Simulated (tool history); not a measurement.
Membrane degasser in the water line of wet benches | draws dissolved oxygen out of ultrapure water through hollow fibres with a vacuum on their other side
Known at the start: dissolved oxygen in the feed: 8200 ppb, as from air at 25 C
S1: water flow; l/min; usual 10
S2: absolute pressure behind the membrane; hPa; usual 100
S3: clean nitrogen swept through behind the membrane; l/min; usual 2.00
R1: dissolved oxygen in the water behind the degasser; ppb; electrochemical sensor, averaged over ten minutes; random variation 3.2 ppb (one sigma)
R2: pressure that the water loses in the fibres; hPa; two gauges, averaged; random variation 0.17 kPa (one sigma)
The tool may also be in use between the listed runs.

Run 1, hour 0.0: usual settings. Result: R1 327.0 ppb, R2 253.0 hPa.
Run 2, hour 66.4: usual settings. Result: R1 333.0 ppb, R2 254.9 hPa.
Run 3, hour 190.9: usual settings. Result: R1 330.1 ppb, R2 251.1 hPa.
Run 4, hour 314.1: usual settings but S3 1.19 l/min. Result: R1 378.1 ppb, R2 254.7 hPa.
Run 5, hour 427.8: usual settings but S3 1.19 l/min. Result: R1 386.3 ppb, R2 254.2 hPa.
Run 6, hour 505.5: usual settings but S3 2.36 l/min. Result: R1 319.9 ppb, R2 252.6 hPa.
Run 7, hour 644.6: usual settings but S3 2.36 l/min. Result: R1 320.8 ppb, R2 253.1 hPa.
Run 8, hour 709.0: usual settings. Result: R1 335.9 ppb, R2 256.0 hPa.
Run 9, hour 789.4: usual settings. Result: R1 336.4 ppb, R2 255.0 hPa.
Run 10, hour 850.4: usual settings. Result: R1 343.5 ppb, R2 257.1 hPa.
Run 11, hour 987.6: usual settings. Result: R1 334.9 ppb, R2 255.5 hPa.
Run 12, hour 1053.1: usual settings. Result: R1 338.5 ppb, R2 250.7 hPa.
Run 13, hour 1162.0: usual settings. Result: R1 336.2 ppb, R2 254.2 hPa.
Run 14, hour 1233.6: usual settings but S2 76 hPa. Result: R1 310.5 ppb, R2 253.1 hPa.
Run 15, hour 1376.9: usual settings but S2 76 hPa. Result: R1 315.2 ppb, R2 256.6 hPa.
Run 16, hour 1495.8: usual settings but S1 12 l/min. Result: R1 445.9 ppb, R2 307.7 hPa.
Run 17, hour 1570.0: usual settings but S1 12 l/min, S3 1.95 l/min. Result: R1 447.7 ppb, R2 303.9 hPa.
Run 18, hour 1655.6: usual settings but S1 6 l/min, S2 163 hPa, S3 4.01 l/min. Result: R1 150.5 ppb, R2 155.1 hPa.
Run 19, hour 1713.3: usual settings but S1 13 l/min, S2 118 hPa, S3 2.03 l/min. Result: R1 518.5 ppb, R2 334.8 hPa.
Run 20, hour 1771.0: usual settings but S1 7 l/min, S3 1.59 l/min. Result: R1 213.6 ppb, R2 181.2 hPa.
Run 21, hour 1832.1: usual settings but S1 16 l/min, S2 142 hPa, S3 3.50 l/min. Result: R1 649.7 ppb, R2 412.7 hPa.
At hour 1839.6: vacuum gauge calibrated.
Run 22, hour 1938.6: usual settings but S1 8 l/min, S2 106 hPa, S3 4.99 l/min. Result: R1 199.5 ppb, R2 204.0 hPa.
Run 23, hour 2044.5: usual settings but S1 8 l/min, S2 106 hPa, S3 4.99 l/min. Result: R1 207.7 ppb, R2 205.4 hPa.
Run 24, hour 2183.8: usual settings but S1 8 l/min, S2 106 hPa, S3 4.99 l/min. Result: R1 206.4 ppb, R2 206.1 hPa.
Run 25, hour 2248.8: usual settings but S1 11 l/min, S2 217 hPa, S3 3.10 l/min. Result: R1 457.3 ppb, R2 286.0 hPa.
Run 26, hour 2327.2: usual settings but S1 13 l/min, S2 86 hPa, S3 2.48 l/min. Result: R1 468.3 ppb, R2 339.5 hPa.
At hour 2357.6: seals of the vacuum lines changed.
Run 27, hour 2424.0: usual settings but S1 7 l/min, S2 107 hPa, S3 4.37 l/min. Result: R1 164.0 ppb, R2 180.7 hPa.
Run 28, hour 2507.1: usual settings but S1 7 l/min, S2 107 hPa, S3 4.37 l/min. Result: R1 164.4 ppb, R2 180.1 hPa.
Run 29, hour 2574.1: usual settings but S1 12 l/min, S2 211 hPa, S3 2.67 l/min. Result: R1 533.8 ppb, R2 310.0 hPa.
Run 30, hour 2644.3: usual settings but S2 214 hPa. Result: R1 471.9 ppb, R2 256.3 hPa.
Run 31, hour 2708.0: usual settings but S2 214 hPa. Result: R1 459.6 ppb, R2 257.4 hPa.
Run 32, hour 2789.3: usual settings but S2 185 hPa, S3 5.37 l/min. Result: R1 331.5 ppb, R2 258.7 hPa.

Forecast each of these 4 alternatives for the next run:
Run A, hour 2906.2: usual settings but S2 131 hPa, S3 1.00 l/min. Result: R1 ?, R2 ?.
Run B, hour 2906.2: usual settings but S2 219 hPa. Result: R1 ?, R2 ?.
Run C, hour 2906.2: usual settings but S1 8 l/min, S2 102 hPa, S3 4.58 l/min. Result: R1 ?, R2 ?.
Run D, hour 2906.2: usual settings but S1 15 l/min, S3 1.03 l/min. Result: R1 ?, R2 ?.

run     R1     R2
  A  490.9  261.1
  B  484.0  260.2
  C  210.4  206.4
  D  706.6  388.4
Without the tool's hidden state the same runs would have given:
run     R1     R2
  A  463.2  254.8
  B  458.1  253.9
  C  192.7  201.4
  D  667.3  378.9
